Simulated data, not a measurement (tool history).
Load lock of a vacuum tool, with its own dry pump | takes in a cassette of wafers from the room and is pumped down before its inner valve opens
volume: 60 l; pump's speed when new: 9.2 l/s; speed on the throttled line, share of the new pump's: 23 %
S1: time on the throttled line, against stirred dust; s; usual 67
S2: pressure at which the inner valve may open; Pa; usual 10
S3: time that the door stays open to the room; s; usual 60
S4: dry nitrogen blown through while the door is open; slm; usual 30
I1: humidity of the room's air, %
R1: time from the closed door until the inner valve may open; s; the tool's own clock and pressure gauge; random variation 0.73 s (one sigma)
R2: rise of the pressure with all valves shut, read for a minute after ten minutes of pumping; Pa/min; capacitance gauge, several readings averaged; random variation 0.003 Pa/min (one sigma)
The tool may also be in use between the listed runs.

run      day   S1  S2   S3  S4    I1     R1     R2
  1    0.000   67  10   60  30  42.7  111.9  0.010
  2    8.650   67  10   60  30  45.9  111.6  0.012
  3   14.525   67  10   60  30  46.8  111.7  0.009
  4   22.921   67  10   60  30  45.3  111.7  0.011
  5   26.529   67  10   60  30  46.2  111.9  0.016
  6   31.588   67  10   60  30  44.1  111.8  0.013
  7   40.096   67  10   60  30  47.0  112.3  0.015
  8   43.938   67  10   60  30  45.9  111.4  0.009
  9   47.933   67  10   60  30  47.6  112.6  0.015
 10   52.988   67  10   60  30  46.8  112.3  0.011
 11   58.758   67  10   60  30  46.7  111.5  0.017
 12   65.842   67  10   60  30  45.9  110.7  0.008
 13   73.021   67   7   60  30  44.8  115.1  0.013
 14   80.612   67   7   60  30  44.0  113.8  0.012
 15   86.158   67   7   60  30  45.4  113.7  0.012
 16   89.671   67  11   60  30  46.0  112.5  0.015
 17   94.679   67  11   60  30  43.8  111.5  0.017
 18  100.538   67  11   60  30  44.3  111.2  0.015
 19  107.292   67   8   60  30  49.3  113.3  0.017
 20  111.525   67  10  113  11  40.9  111.9  0.022
 21  120.150  133  10  197  30  45.1  162.0  0.013
 22  127.729   52  17  220   5  44.6   95.9  0.038
 23  133.158   52  17  220   5  42.9   95.9  0.044
 24  141.758  101  18   60   8  44.9  133.5  0.021
 25  146.404  113   7   60   8  47.8  150.7  0.023
 26  154.133  113   7   60   8  44.1  149.8  0.017
 27  157.642  113   7   60   8  45.4  149.5  0.022
 28  163.925  113   7   60   8  44.4  149.6  0.017
 29  170.679   61  12  229   4  44.5  105.4  0.043
 30  175.021   67  15   60  26  45.4  107.8  0.014
 31  182.304   92  15   60  26  44.4  127.5  0.011
 32  187.092   92  15   60  42  43.1  128.3  0.011
 33  195.046   63  10  106   7  44.0  109.7  0.032
 34  199.825   67  10   60  22  44.2  110.4  0.021
 35  204.612   67  10   44  22  44.1  111.0  0.014
 36  212.988   67  13   40  30  47.2  109.9  0.011
 37  217.792   55  20  209  28  49.4   98.2  0.018

3 ways to go on from here, each from the tool as it stands after run 37. What would each give?
  A  222.479  67  10   60  14  45.7   ?   ?
  B  222.479  55  20  209  10  46.0   ?   ?
  C  222.479  67  10   60  30  46.3   ?   ?

run     R1     R2
  A  111.2  0.014
  B   96.9  0.028
  C  112.0  0.008
Without the tool's hidden state the same runs would have given:
run     R1     R2
  A  111.2  0.014
  B   96.9  0.027
  C  112.0  0.007

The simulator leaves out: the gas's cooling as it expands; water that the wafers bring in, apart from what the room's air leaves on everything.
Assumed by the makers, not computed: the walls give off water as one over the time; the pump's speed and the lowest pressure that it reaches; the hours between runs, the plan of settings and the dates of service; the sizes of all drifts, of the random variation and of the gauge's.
